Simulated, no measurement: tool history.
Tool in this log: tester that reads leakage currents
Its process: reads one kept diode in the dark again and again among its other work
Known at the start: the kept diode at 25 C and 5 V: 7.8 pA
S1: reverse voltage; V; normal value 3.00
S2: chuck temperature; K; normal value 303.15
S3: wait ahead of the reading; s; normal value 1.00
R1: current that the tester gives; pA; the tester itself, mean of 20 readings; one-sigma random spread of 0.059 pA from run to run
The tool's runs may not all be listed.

run    hour     S1      S2    S3      R1
  1     0.0   3.00  303.15  1.00    9.69
  2    87.5   3.00  303.15  1.00    9.56
  3   203.8   3.00  325.15  1.00   57.78
  4   326.4   3.00  325.15  1.00   56.83
  5   441.0   3.00  322.15  1.00   44.19
  6   566.5   3.00  312.15  1.00   19.70
  7   640.8   3.00  312.15  1.00   19.81
  8   720.1   3.00  312.15  1.87   19.60
      755.6  -- chuck's temperature calibrated
  9   819.5   3.00  293.15  1.87    5.70
 10   945.8   3.00  293.15  1.87    5.82
 11  1040.3   3.00  293.15  1.87    5.85
 12  1177.2   3.00  303.15  1.00   11.87
 13  1322.4   3.00  303.15  1.00   12.00
 14  1434.4   3.00  303.15  1.00   11.92
 15  1522.3   3.00  303.15  1.00   11.93
 16  1652.7   3.48  303.15  1.00   12.91
 17  1797.9   3.48  303.15  1.00   13.01
     1856.0  -- probe card cleaned and baked
 18  1897.2   3.48  303.15  1.00    9.79
 19  1976.7   3.48  303.15  1.00    9.72
 20  2038.3   3.48  303.15  1.00    9.70
 21  2178.2   2.47  302.15  1.00    7.72
 22  2322.7   1.05  317.15  4.66   18.98
 23  2441.4   2.87  303.15  2.89    8.92
 24  2578.6  16.42  328.15  1.00  148.68
     2644.8  -- chuck's temperature calibrated
 25  2680.5  16.42  328.15  1.00  176.99
 26  2759.9   1.41  307.15  8.63   10.96
 27  2840.6  17.02  306.15  8.60   33.49
 28  2906.6  14.28  294.15  8.60   13.90
 29  3012.7  14.28  294.15  8.60   14.54
 30  3112.3   6.56  312.15  2.29   33.05
 31  3210.4   6.56  312.15  2.29   32.95
 32  3302.0   1.86  295.15  8.65    4.57
 33  3417.5   1.86  295.15  8.65    4.60
 34  3520.8   1.86  314.15  1.77   21.18
 35  3666.4   7.20  332.15  5.35  156.24
 36  3742.3   7.20  332.15  5.35  153.78
 37  3828.5   3.00  294.15  0.66    6.22
 38  3932.5   3.00  294.15  0.66    6.37
 39  3992.5   3.00  294.15  0.66    6.38
 40  4118.3   1.55  293.15  6.61    3.80

Here are 3 independent what-if runs from the current tool condition. What would each one return?
  A  4253.9  1.55  293.15  4.40   ?
  B  4253.9  1.55  326.15  6.61   ?
  C  4253.9  1.55  303.15  1.15   ?

run     R1
  A   3.83
  B  47.87
  C   7.87
With the hidden condition removed and each run's random variation left untouched, the same runs would have given:
run     R1
  A   2.97
  B  54.02
  C   7.72
